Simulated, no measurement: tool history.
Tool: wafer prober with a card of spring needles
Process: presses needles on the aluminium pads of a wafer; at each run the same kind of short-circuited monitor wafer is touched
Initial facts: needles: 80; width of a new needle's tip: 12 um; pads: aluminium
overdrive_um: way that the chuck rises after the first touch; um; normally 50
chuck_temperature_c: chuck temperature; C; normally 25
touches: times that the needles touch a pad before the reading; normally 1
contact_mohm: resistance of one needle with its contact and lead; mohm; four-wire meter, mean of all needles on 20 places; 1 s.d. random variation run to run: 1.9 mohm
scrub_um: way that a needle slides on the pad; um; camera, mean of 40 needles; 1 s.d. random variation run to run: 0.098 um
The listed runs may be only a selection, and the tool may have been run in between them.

run   hour  overdrive_um  chuck_temperature_c  touches  contact_mohm  scrub_um
  1      0            50                   25        1           231     13.04
       3.3  -- tips cleaned on abrasive film
       9.7  -- tips cleaned on abrasive film
      16.1  -- tips cleaned on abrasive film
        24  -- tips cleaned on abrasive film
        32  -- tips cleaned on abrasive film
        40  -- tips cleaned on abrasive film
  2   44.7            50                   25        1           232     12.74
      47.9  -- tips cleaned on abrasive film
      54.3  -- tips cleaned on abrasive film
      60.7  -- tips cleaned on abrasive film
      67.1  -- tips cleaned on abrasive film
      73.5  -- tips cleaned on abrasive film
        77  -- height of the first contact set anew
      80.2  -- tips cleaned on abrasive film
      86.6  -- tips cleaned on abrasive film
  3   90.9            50                   25        1           233     13.25
      94.1  -- tips cleaned on abrasive film
     100.5  -- tips cleaned on abrasive film
     108.5  -- tips cleaned on abrasive film
     114.9  -- tips cleaned on abrasive film
  4  118.1            50                   25        1           223     13.35
     121.4  -- tips cleaned on abrasive film
     127.8  -- tips cleaned on abrasive film
     134.2  -- tips cleaned on abrasive film
     142.2  -- tips cleaned on abrasive film
     150.2  -- tips cleaned on abrasive film
     158.1  -- tips cleaned on abrasive film
     166.1  -- tips cleaned on abrasive film
  5  169.9            50                  111        1           253     13.12
     173.1  -- tips cleaned on abrasive film
     179.5  -- tips cleaned on abrasive film
     187.5  -- tips cleaned on abrasive film
  6  192.3            50                  111        1           248        13
       194  -- tips cleaned on abrasive film
     200.4  -- tips cleaned on abrasive film
     208.4  -- tips cleaned on abrasive film
     216.4  -- tips cleaned on abrasive film
     224.4  -- tips cleaned on abrasive film
     232.3  -- tips cleaned on abrasive film
  7  237.3            50                  111        1           258     12.96
       239  -- tips cleaned on abrasive film
     245.4  -- tips cleaned on abrasive film
     250.2  -- tips cleaned on abrasive film, once more
     252.1  -- height of the first contact set anew
     258.5  -- tips cleaned on abrasive film
  8  260.6            50                   25        1           222     13.47
     265.5  -- tips cleaned on abrasive film
     271.9  -- tips cleaned on abrasive film
     279.8  -- tips cleaned on abrasive film
     287.8  -- tips cleaned on abrasive film
     294.2  -- tips cleaned on abrasive film
  9  298.4            50                   62        1           240      13.4
     301.7  -- tips cleaned on abrasive film
     308.1  -- tips cleaned on abrasive film
       316  -- tips cleaned on abrasive film
     322.4  -- tips cleaned on abrasive film
     330.4  -- tips cleaned on abrasive film
     338.4  -- tips cleaned on abrasive film
 10  342.3            50                   62        1           239     13.11
     345.5  -- tips cleaned on abrasive film
     351.9  -- tips cleaned on abrasive film
     358.3  -- tips cleaned on abrasive film
     364.7  -- tips cleaned on abrasive film
     372.7  -- tips cleaned on abrasive film
     379.1  -- tips cleaned on abrasive film
     387.1  -- tips cleaned on abrasive film
     393.5  -- tips cleaned on abrasive film
 11  393.7            50                   62        1           216     12.96
     400.1  -- tips cleaned on abrasive film
     406.5  -- tips cleaned on abrasive film
     412.9  -- tips cleaned on abrasive film
     420.9  -- tips cleaned on abrasive film
 12  422.7            50                   62        1           235     12.89
     427.5  -- tips cleaned on abrasive film
     427.8  -- height of the first contact set anew
     434.2  -- tips cleaned on abrasive film
     442.2  -- tips cleaned on abrasive film
     448.6  -- tips cleaned on abrasive film
     456.5  -- tips cleaned on abrasive film
     464.5  -- tips cleaned on abrasive film
 13  467.2            50                   38        1           232     13.45
       472  -- tips cleaned on abrasive film
     478.4  -- tips cleaned on abrasive film
     484.8  -- tips cleaned on abrasive film
     491.2  -- tips cleaned on abrasive film
     499.2  -- tips cleaned on abrasive film
     507.2  -- tips cleaned on abrasive film
 14  509.6            50                   38        1           229     13.04
     514.5  -- tips cleaned on abrasive film
     520.9  -- tips cleaned on abrasive film
     527.3  -- tips cleaned on abrasive film
     535.3  -- tips cleaned on abrasive film
     543.2  -- tips cleaned on abrasive film
 15  545.9            33                   80        2           265      8.47
     550.7  -- tips cleaned on abrasive film
     557.1  -- tips cleaned on abrasive film
     563.5  -- tips cleaned on abrasive film
       570  -- tips cleaned on abrasive film
     577.9  -- tips cleaned on abrasive film
     585.9  -- tips cleaned on abrasive film
 16  591.7            48                   68        1           258     12.29
     593.4  -- tips cleaned on abrasive film
     599.8  -- tips cleaned on abrasive film
     603.2  -- height of the first contact set anew
     606.5  -- tips cleaned on abrasive film
     614.5  -- tips cleaned on abrasive film
     620.9  -- tips cleaned on abrasive film
     627.3  -- tips cleaned on abrasive film
     634.9  -- tips cleaned on abrasive film
 17  634.9            48                   68        1           220     12.71
     641.3  -- tips cleaned on abrasive film
     649.3  -- tips cleaned on abrasive film
     657.3  -- tips cleaned on abrasive film
     665.3  -- tips cleaned on abrasive film
     671.7  -- tips cleaned on abrasive film
     678.1  -- tips cleaned on abrasive film
 18  681.6            35                   35        1           280      9.07
     684.9  -- tips cleaned on abrasive film
     691.3  -- tips cleaned on abrasive film
     699.3  -- tips cleaned on abrasive film
     705.7  -- tips cleaned on abrasive film
     713.7  -- tips cleaned on abrasive film
     721.6  -- tips cleaned on abrasive film
     729.6  -- tips cleaned on abrasive film
 19  733.4            58                   70        1           239     14.92
     736.7  -- tips cleaned on abrasive film
     744.6  -- tips cleaned on abrasive film
     752.6  -- tips cleaned on abrasive film
       759  -- tips cleaned on abrasive film
 20    762            58                   70        1           232     15.09
     766.8  -- tips cleaned on abrasive film
     773.2  -- tips cleaned on abrasive film
     778.3  -- height of the first contact set anew
     781.5  -- tips cleaned on abrasive film
     787.9  -- tips cleaned on abrasive film
     795.9  -- tips cleaned on abrasive film
     803.7  -- tips cleaned on abrasive film
 21  803.7            39                   29        3           209     10.29
     811.6  -- tips cleaned on abrasive film
       818  -- tips cleaned on abrasive film
       826  -- tips cleaned on abrasive film
     832.4  -- tips cleaned on abrasive film
     838.8  -- tips cleaned on abrasive film
 22  840.2            39                   29        3           225     10.24

Predict each of these 4 candidate next runs independently; none follows another, all start after run 22:
     846.6  -- tips cleaned on abrasive film
     854.6  -- tips cleaned on abrasive film
     862.6  -- tips cleaned on abrasive film
     870.6  -- tips cleaned on abrasive film
       877  -- tips cleaned on abrasive film
     883.4  -- tips cleaned on abrasive film
     891.2  -- tips cleaned on abrasive film
  A  891.2            46                  105        1             ?         ?
     846.6  -- tips cleaned on abrasive film
     854.6  -- tips cleaned on abrasive film
     862.6  -- tips cleaned on abrasive film
     870.6  -- tips cleaned on abrasive film
       877  -- tips cleaned on abrasive film
     883.4  -- tips cleaned on abrasive film
     891.2  -- tips cleaned on abrasive film
  B  891.2            50                   25        3             ?         ?
     846.6  -- tips cleaned on abrasive film
     854.6  -- tips cleaned on abrasive film
     862.6  -- tips cleaned on abrasive film
     870.6  -- tips cleaned on abrasive film
       877  -- tips cleaned on abrasive film
     883.4  -- tips cleaned on abrasive film
     891.2  -- tips cleaned on abrasive film
  C  891.2            50                   37        2             ?         ?
     846.6  -- tips cleaned on abrasive film
     854.6  -- tips cleaned on abrasive film
     862.6  -- tips cleaned on abrasive film
     870.6  -- tips cleaned on abrasive film
       877  -- tips cleaned on abrasive film
     883.4  -- tips cleaned on abrasive film
     891.2  -- tips cleaned on abrasive film
  D  891.2            44                  106        2             ?         ?

run  contact_mohm  scrub_um
  A           233     11.94
  B           205     13.04
  C           209     13.11
  D           229     11.52
What these runs would have given with no unlogged condition in the tool:
run  contact_mohm  scrub_um
  A           222     12.37
  B           199     13.47
  C           202     13.54
  D           220     11.95
